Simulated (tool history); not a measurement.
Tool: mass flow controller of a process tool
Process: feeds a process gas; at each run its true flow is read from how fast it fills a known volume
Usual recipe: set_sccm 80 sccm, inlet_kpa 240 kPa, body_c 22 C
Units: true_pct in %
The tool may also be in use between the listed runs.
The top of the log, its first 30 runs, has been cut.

run,hour,set_sccm,inlet_kpa,body_c,hours of work since the controller was set to zero,hours of work since the controller was changed,true_pct
31,2385.7,36,240,22,1602,1602,98.18
32,2480.1,36,213,33,1633,1633,97.63
33,2564.7,36,213,33,1661,1661,97.62
34,2636.2,36,213,33,1685,1685,97.62
35,2736.6,11,213,35,1718,1718,96.77
36,2786.2,31,167,20,1735,1735,98.23
37,2872.3,80,251,29,1763,1763,99.12
38,2950.1,80,197,35,1789,1789,98.83
39,3037.1,59,154,23,1818,1818,98.9
40,3129.2,59,154,23,1848,1848,98.86
41,3224.2,25,240,22,1880,1880,97.75
42,3316.5,25,240,22,1911,1911,97.82
43,3396.8,25,240,38,1937,1937,96.98
44,3452.7,13,249,28,1956,1956,97.17
45,3519.6,67,247,21,1978,1978,99.13
46,3591.1,80,202,21,2002,2002,99.54
47,3670.3,80,169,22,2028,2028,99.64
48,3750,94,216,36,2054,2054,99.33

Predict each of these 4 candidate next runs independently; none follows another, all start after run 48:
A,3816.7,75,240,38,2076,2076,?
B,3816.7,17,240,22,2076,2076,?
C,3816.7,20,183,21,2076,2076,?
D,3816.7,80,278,26,2076,2076,?

run,true_pct
A,98.51
B,97.66
C,97.87
D,99.31
Stripped of hidden state, with their random variation kept, the same runs would have yielded:
run,true_pct
A,98.51
B,97.67
C,97.88
D,99.32
